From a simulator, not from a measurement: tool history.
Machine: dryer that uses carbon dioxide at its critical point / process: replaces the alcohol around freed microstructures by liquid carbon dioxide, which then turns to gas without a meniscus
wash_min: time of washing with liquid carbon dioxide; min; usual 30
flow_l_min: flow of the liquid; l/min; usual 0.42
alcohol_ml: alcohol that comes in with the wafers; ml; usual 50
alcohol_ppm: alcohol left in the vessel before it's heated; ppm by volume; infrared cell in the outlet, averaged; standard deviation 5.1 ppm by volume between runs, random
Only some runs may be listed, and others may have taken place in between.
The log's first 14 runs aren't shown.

run,hour,wash_min,flow_l_min,alcohol_ml,hours of work since the filter was changed,hours of work since the purifier's bed was changed,alcohol_ppm
15,116.8,30,0.42,50,276,155,167
16,126.4,30,0.404,50,281,160,201
17,131,30,0.432,50,283,163,144
# hour 138.9: inlet filter changed
18,140.5,26,0.268,54,1,167,1039
19,146,18,0.514,54,4,170,355
20,156.6,28,0.37,53,9,176,216
21,162.1,28,0.37,53,12,179,225
22,172.3,28,0.37,53,18,184,234
23,181.2,29,0.433,58,22,189,107
24,192.5,33,0.433,80,28,195,72
25,200.9,35,0.341,47,33,199,122
26,206.3,23,0.441,44,36,202,216
27,213.7,29,0.441,46,40,206,91
28,223.3,39,0.604,75,45,211,30
29,228.2,39,0.283,28,47,214,120
30,235.5,39,0.283,28,51,218,122
31,242.3,48,0.277,35,55,221,68
32,252,19,0.688,32,60,226,61
33,257.6,33,0.377,25,63,229,68

What if the next run were any one of these 5? Each begins from the tool's condition after run 33:
A,266,43,0.521,117,67,234,?
B,266,26,0.377,111,67,234,?
C,266,33,0.424,28,67,234,?
D,266,30,0.408,50,67,234,?
E,266,30,0.42,26,67,234,?

run,alcohol_ppm
A,41
B,643
C,51
D,117
E,81
Without the tool's unlogged condition, the same runs would have read:
run,alcohol_ppm
A,13
B,531
C,19
D,74
E,46
